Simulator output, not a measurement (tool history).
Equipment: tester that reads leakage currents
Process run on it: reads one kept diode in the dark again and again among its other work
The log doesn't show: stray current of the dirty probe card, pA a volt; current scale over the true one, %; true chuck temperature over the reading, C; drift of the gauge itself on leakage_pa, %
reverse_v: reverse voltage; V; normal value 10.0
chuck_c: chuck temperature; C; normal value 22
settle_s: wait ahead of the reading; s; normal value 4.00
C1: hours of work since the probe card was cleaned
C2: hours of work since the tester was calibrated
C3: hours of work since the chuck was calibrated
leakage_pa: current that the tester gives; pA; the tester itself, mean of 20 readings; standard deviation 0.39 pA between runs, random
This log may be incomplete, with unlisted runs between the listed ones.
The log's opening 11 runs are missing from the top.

run 12 hour=1990.4 | reverse_v=4.5 chuck_c=22 settle_s=4.00 | C1=547 C2=313 C3=741 | leakage_pa=100.94
run 13 hour=2196.2 | reverse_v=4.5 chuck_c=57 settle_s=4.00 | C1=692 C2=458 C3=886 | leakage_pa=1457.85
run 14 hour=2341.9 | reverse_v=10.0 chuck_c=22 settle_s=0.62 | C1=794 C2=561 C3=988 | leakage_pa=140.84
run 15 hour=2493.7 | reverse_v=10.0 chuck_c=22 settle_s=0.62 | C1=901 C2=667 C3=1095 | leakage_pa=141.64
run 16 hour=2741.0 | reverse_v=10.0 chuck_c=22 settle_s=4.00 | C1=1075 C2=841 C3=1269 | leakage_pa=142.68
-- hour=2916.6 probe card cleaned and baked
run 17 hour=2944.5 | reverse_v=10.0 chuck_c=22 settle_s=4.00 | C1=20 C2=982 C3=1410 | leakage_pa=138.61
run 18 hour=3083.2 | reverse_v=10.0 chuck_c=22 settle_s=4.00 | C1=117 C2=1080 C3=1508 | leakage_pa=140.31
run 19 hour=3215.2 | reverse_v=10.0 chuck_c=22 settle_s=4.00 | C1=210 C2=1173 C3=1600 | leakage_pa=141.38
run 20 hour=3398.5 | reverse_v=10.0 chuck_c=22 settle_s=4.00 | C1=339 C2=1302 C3=1729 | leakage_pa=141.93
run 21 hour=3563.7 | reverse_v=8.6 chuck_c=22 settle_s=1.67 | C1=455 C2=1418 C3=1845 | leakage_pa=135.94
run 22 hour=3791.2 | reverse_v=7.5 chuck_c=44 settle_s=2.71 | C1=615 C2=1578 C3=2005 | leakage_pa=740.33
-- hour=3810.7 chuck's temperature calibrated
run 23 hour=3996.7 | reverse_v=6.9 chuck_c=47 settle_s=4.90 | C1=758 C2=1721 C3=131 | leakage_pa=825.96
run 24 hour=4212.8 | reverse_v=6.9 chuck_c=47 settle_s=4.90 | C1=910 C2=1873 C3=283 | leakage_pa=826.31
run 25 hour=4341.8 | reverse_v=16.4 chuck_c=31 settle_s=8.94 | C1=1001 C2=1963 C3=373 | leakage_pa=342.50
run 26 hour=4535.5 | reverse_v=9.4 chuck_c=47 settle_s=0.39 | C1=1137 C2=2100 C3=510 | leakage_pa=937.87
-- hour=4627.8 probe card cleaned and baked
run 27 hour=4677.2 | reverse_v=10.2 chuck_c=22 settle_s=1.14 | C1=35 C2=2197 C3=607 | leakage_pa=135.50
-- hour=4703.5 tester calibrated
run 28 hour=4798.3 | reverse_v=10.2 chuck_c=22 settle_s=1.14 | C1=118 C2=67 C3=691 | leakage_pa=135.60
run 29 hour=4908.9 | reverse_v=10.2 chuck_c=22 settle_s=1.14 | C1=196 C2=144 C3=769 | leakage_pa=136.37

What does the tool deliver on the next run?
run 30 hour=5104.4 | reverse_v=10.0 chuck_c=37 settle_s=2.20 | C1=334 C2=282 C3=906 | leakage_pa=?

leakage_pa: 456.87 pA
On a tool with no hidden condition, and with the same random variation, this run would have come out at leakage_pa 435.90 pA.
